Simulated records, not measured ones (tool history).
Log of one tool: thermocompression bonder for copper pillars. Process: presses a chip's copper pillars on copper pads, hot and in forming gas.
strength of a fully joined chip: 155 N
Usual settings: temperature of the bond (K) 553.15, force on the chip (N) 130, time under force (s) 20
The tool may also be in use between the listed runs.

run,hour,temperature of the bond (K),force on the chip (N),time under force (s),force that shears a chip off (N)
1,0.0,553.15,130,20,98.2
2,19.2,553.15,130,49,122.1
3,36.6,553.15,130,49,120.7
4,55.6,553.15,130,49,121.0
5,68.9,553.15,130,20,95.6
6,86.9,553.15,185,20,119.0
7,104.7,553.15,130,20,94.1
8,120.0,553.15,130,20,94.6
9,130.0,553.15,130,20,94.1
10,145.2,553.15,130,20,94.3
11,167.3,553.15,130,20,93.5
# hour 175.0: forming gas filter changed
12,188.4,553.15,130,16,89.4
13,201.7,556.15,130,20,98.4
14,221.5,556.15,130,20,98.4
15,241.7,553.15,130,23,98.5
16,253.8,553.15,130,23,98.5
17,268.3,553.15,123,23,94.5
18,280.3,553.15,130,20,93.9
19,301.2,553.15,130,20,93.2
20,316.2,553.15,130,20,93.1
21,330.6,553.15,130,20,91.6
22,348.2,551.15,113,16,75.0
23,363.3,564.15,130,43,123.1
24,386.7,564.15,130,43,123.0
# hour 392.8: forming gas filter changed
25,408.6,544.15,130,12,70.3
26,422.2,553.15,164,17,105.3
27,435.7,569.15,164,20,126.0
28,454.5,560.15,164,20,116.1
29,465.5,551.15,164,24,112.2
30,483.4,551.15,164,24,109.9
31,496.0,523.15,137,24,65.3
32,508.1,523.15,137,24,65.1
33,524.7,523.15,137,24,66.1
34,540.3,578.15,179,41,145.7
# hour 553.3: force cell calibrated
35,556.9,578.15,179,41,142.4
36,569.9,578.15,179,41,141.6
37,587.4,578.15,160,50,139.8
38,598.8,581.15,115,19,104.3
# hour 610.5: forming gas filter changed
39,610.5,559.15,162,18,105.6

The same runs without the tool's hidden state, with the same run-to-run variation:
The hidden state here: true temperature of the bond over the reading, C; force that reaches the chip, % of what is set; oxide that the forming gas leaves, % of the face; drift of the gauge itself on shear_n, %.
run,force that shears a chip off (N)
1,97.4
2,122.1
3,121.2
4,122.1
5,96.6
6,120.9
7,95.9
8,96.7
9,96.6
10,97.1
11,96.8
12,90.3
13,99.6
14,100.1
15,100.8
16,101.1
17,97.4
18,97.0
19,96.8
20,97.0
21,95.9
22,79.2
23,128.5
24,129.1
25,73.2
26,108.7
27,129.1
28,120.1
29,116.7
30,114.9
31,70.5
32,70.5
33,71.9
34,150.3
35,149.2
36,148.7
37,147.5
38,115.6
39,114.6

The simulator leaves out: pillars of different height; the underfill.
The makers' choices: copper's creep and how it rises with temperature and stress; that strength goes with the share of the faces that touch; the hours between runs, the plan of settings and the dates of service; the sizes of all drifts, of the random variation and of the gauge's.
